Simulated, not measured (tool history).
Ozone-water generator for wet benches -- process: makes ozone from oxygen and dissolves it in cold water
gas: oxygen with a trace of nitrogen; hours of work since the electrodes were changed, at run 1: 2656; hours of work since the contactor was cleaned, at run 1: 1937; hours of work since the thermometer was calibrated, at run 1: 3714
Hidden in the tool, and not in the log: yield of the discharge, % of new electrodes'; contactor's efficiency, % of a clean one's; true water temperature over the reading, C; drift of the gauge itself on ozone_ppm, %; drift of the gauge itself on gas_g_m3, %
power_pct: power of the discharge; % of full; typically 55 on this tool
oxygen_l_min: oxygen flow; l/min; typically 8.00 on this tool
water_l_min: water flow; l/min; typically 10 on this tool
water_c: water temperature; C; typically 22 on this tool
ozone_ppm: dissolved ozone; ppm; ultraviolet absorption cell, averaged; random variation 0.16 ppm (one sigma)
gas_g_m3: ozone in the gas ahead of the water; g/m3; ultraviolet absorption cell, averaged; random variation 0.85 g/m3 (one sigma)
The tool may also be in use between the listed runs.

run	hour	power_pct	oxygen_l_min	water_l_min	water_c	hours of work since the electrodes were changed	hours of work since the contactor was cleaned	hours of work since the thermometer was calibrated	ozone_ppm	gas_g_m3
1	0.0	55	8.00	10	22	2656	1937	3714	20.7	137.6
2	145.0	55	8.00	10	22	2755	2036	3813	20.9	136.5
3	309.9	55	8.00	10	22	2868	2149	3926	20.7	138.5
4	529.7	55	8.00	10	22	3018	2299	4076	20.7	137.3
# hour 624.2: contactor cleaned
5	661.8	55	8.00	10	20	3106	26	4164	21.9	139.1
6	807.9	92	8.00	10	20	3206	126	4264	33.9	211.9
7	967.9	55	14.27	10	22	3315	235	4373	19.0	113.0
8	1100.7	55	8.00	10	24	3406	326	4464	20.0	139.1
9	1310.9	55	8.00	10	24	3550	470	4608	19.6	137.9
10	1484.1	55	8.00	14	22	3668	588	4727	17.1	136.6
11	1645.2	55	8.00	14	22	3779	699	4837	17.2	139.0
12	1797.7	55	8.00	14	22	3883	803	4941	16.8	138.4
13	2007.2	55	8.00	14	22	4026	946	5085	16.7	138.4
14	2215.0	55	8.00	14	22	4169	1089	5227	16.7	137.7
15	2379.2	55	8.00	14	22	4281	1201	5339	17.0	138.2
16	2601.6	55	8.00	14	22	4433	1353	5491	16.7	138.7
17	2800.6	55	8.00	7	18	4569	1489	5628	27.3	138.3
18	2952.4	98	8.00	10	20	4673	1593	5732	35.6	226.3
# hour 3115.5: water thermometer calibrated
19	3172.3	55	8.00	8	17	4823	1744	39	26.6	136.8
20	3310.0	55	11.49	9	22	4918	1838	133	20.6	121.3
21	3535.6	55	9.79	7	22	5072	1992	287	23.5	126.9
22	3656.1	55	4.04	10	20	5155	2075	370	21.8	176.5
23	3750.3	55	8.00	7	17	5219	2139	434	28.1	136.9
24	3859.7	55	8.00	7	17	5294	2214	509	28.0	137.6
25	4012.0	55	7.88	7	22	5398	2318	614	25.0	138.1
# hour 4082.4: contactor cleaned
26	4111.7	60	8.00	10	22	5464	20	679	22.0	147.6
27	4279.2	65	4.54	8	22	5578	135	794	27.9	194.1

What will run 28 give?
28	4374.6	59	8.00	9	22	5643	200	859	?	?

Run 28 produced ozone_ppm 23.6 ppm, gas_g_m3 146.3 g/m3.
Take away the tool's hidden state, keep the run-to-run variation as it was, and the same run would have given ozone_ppm 23.6 ppm, gas_g_m3 146.7 g/m3.
